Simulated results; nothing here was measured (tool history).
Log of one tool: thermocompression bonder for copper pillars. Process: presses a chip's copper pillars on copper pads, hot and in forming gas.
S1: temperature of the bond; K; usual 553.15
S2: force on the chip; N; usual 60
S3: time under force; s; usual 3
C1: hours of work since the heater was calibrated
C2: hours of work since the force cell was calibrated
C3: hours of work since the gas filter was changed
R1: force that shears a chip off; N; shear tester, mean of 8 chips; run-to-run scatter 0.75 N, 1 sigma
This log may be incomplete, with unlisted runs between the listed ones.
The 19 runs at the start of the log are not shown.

run	hour	S1	S2	S3	C1	C2	C3	R1
20	283.7	569.15	60	3	732	546	55	89.5
21	294.2	569.15	60	3	737	552	61	89.2
22	315.3	553.15	47	7	749	564	73	79.3
23	334.5	578.15	53	3	759	574	83	89
24	355	553.15	87	3	770	585	94	94.8
25	364.4	565.15	45	4	776	590	99	75.2
26	381.7	550.15	60	6	785	600	109	87.9
27	392.1	550.15	43	4	791	605	114	59.6
28	411.5	564.15	86	3	801	616	125	101.5
29	422.7	564.15	86	3	807	622	131	101.2
30	441.5	527.15	48	2	818	632	141	34.4
31	461.6	578.15	48	7	828	643	152	99.9
32	477	533.15	48	7	837	652	161	62.1
33	493.3	563.15	68	7	846	660	170	104.4
34	506.5	563.15	68	7	853	668	177	103.5
# hour 527.5: forming gas filter changed
35	527.8	523.15	48	6	864	679	0	54.2
36	542	553.15	77	3	872	687	8	91.9
37	553.8	549.15	75	4	878	693	14	94.9
38	569.6	552.15	37	4	887	702	23	56.9
39	587.7	552.15	37	4	897	712	33	57
40	607.8	563.15	42	3	908	723	44	64.9
41	628.2	563.15	42	3	919	734	55	65.3

Predict each of these 3 candidate next runs independently; none follows another, all start after run 41:
A	644.4	553.15	79	3	928	743	64	?
B	644.4	576.15	60	7	928	743	64	?
C	644.4	555.15	59	2	928	743	64	?

run	R1
A	91.7
B	110.1
C	68.7
The same runs, with their run-to-run variation unchanged, on a tool lacking any hidden condition would have given:
run	R1
A	87.1
B	108.3
C	63.7
